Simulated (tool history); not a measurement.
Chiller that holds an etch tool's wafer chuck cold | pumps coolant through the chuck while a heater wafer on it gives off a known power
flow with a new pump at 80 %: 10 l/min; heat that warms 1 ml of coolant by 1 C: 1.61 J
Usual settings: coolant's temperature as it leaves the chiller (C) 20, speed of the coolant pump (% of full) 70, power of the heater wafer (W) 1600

run	hour	coolant's temperature as it leaves the chiller (C)	speed of the coolant pump (% of full)	power of the heater wafer (W)	chuck's temperature once it has settled (C)	how much warmer the coolant comes back (C)
1	0.0	20	70	1600	33.8	7.01
2	26.2	20	70	1756	35.0	7.77
3	55.1	14	70	1600	27.7	7.09
4	73.1	20	70	1600	33.6	7.08
5	107.5	29	70	1600	42.6	7.09
6	140.3	29	70	1600	42.6	7.08
7	172.8	29	70	1600	42.7	7.06
8	195.3	29	70	1600	42.5	7.11
9	219.7	20	70	1600	33.5	7.09
10	247.2	20	70	1600	33.6	7.08
11	274.7	20	70	1600	33.8	7.10
12	298.3	20	70	1600	33.7	7.15
13	324.2	20	69	1600	33.9	7.25
14	353.8	20	69	1600	33.8	7.25
15	377.8	20	63	1600	34.7	7.96
16	403.5	20	62	1600	34.9	8.08
17	436.4	16	61	1600	31.1	8.19
18	472.8	30	90	1991	44.6	6.81
19	502.2	30	85	873	36.5	3.20
20	529.2	20	87	1683	32.6	6.02
21	571.6	20	70	1683	34.5	7.49
22	611.4	20	64	1613	34.9	7.93
23	651.6	20	64	1613	34.7	7.95
24	671.6	20	70	874	27.3	3.91
25	699.8	20	83	927	27.2	3.45
26	728.7	15	73	927	22.7	3.99
27	765.7	28	90	2312	45.4	7.98
28	802.3	26	83	1140	34.8	4.31
29	842.4	20	61	1060	29.9	5.51
30	859.6	20	61	1060	30.0	5.49
31	897.2	20	61	1060	30.1	5.49

Hidden state or all else? Some run-to-run changes of chuck's temperature once it has settled (C), split into what the settings, what came in and random variation would give without the hidden state, and what is left for the hidden state (with any gauge scatter that isn't in both results):
The hidden state here: heat passed by the chuck's channels, % of clean ones'; flow at a given pump speed, % of a new pump's; coolant's true temperature over the reading, C; drift of the gauge itself on chuck_c, C; drift of the gauge itself on warmer_back_c, C.
Run 17 -> 18: coolant's temperature as it leaves the chiller (C) 16 -> 30, speed of the coolant pump (% of full) 61 -> 90, power of the heater wafer (W) 1600 -> 1991. chuck's temperature once it has settled (C) +13.5: hidden state +0.0, all else +13.5.
Run 18 -> 19: speed of the coolant pump (% of full) 90 -> 85, power of the heater wafer (W) 1991 -> 873. chuck's temperature once it has settled (C) -8.1: hidden state -0.7, all else -7.4.
Run 26 -> 27: coolant's temperature as it leaves the chiller (C) 15 -> 28, speed of the coolant pump (% of full) 73 -> 90, power of the heater wafer (W) 927 -> 2312. chuck's temperature once it has settled (C) +22.7: hidden state +1.0, all else +21.7.
Run 27 -> 28: coolant's temperature as it leaves the chiller (C) 28 -> 26, speed of the coolant pump (% of full) 90 -> 83, power of the heater wafer (W) 2312 -> 1140. chuck's temperature once it has settled (C) -10.6: hidden state -0.8, all else -9.8.
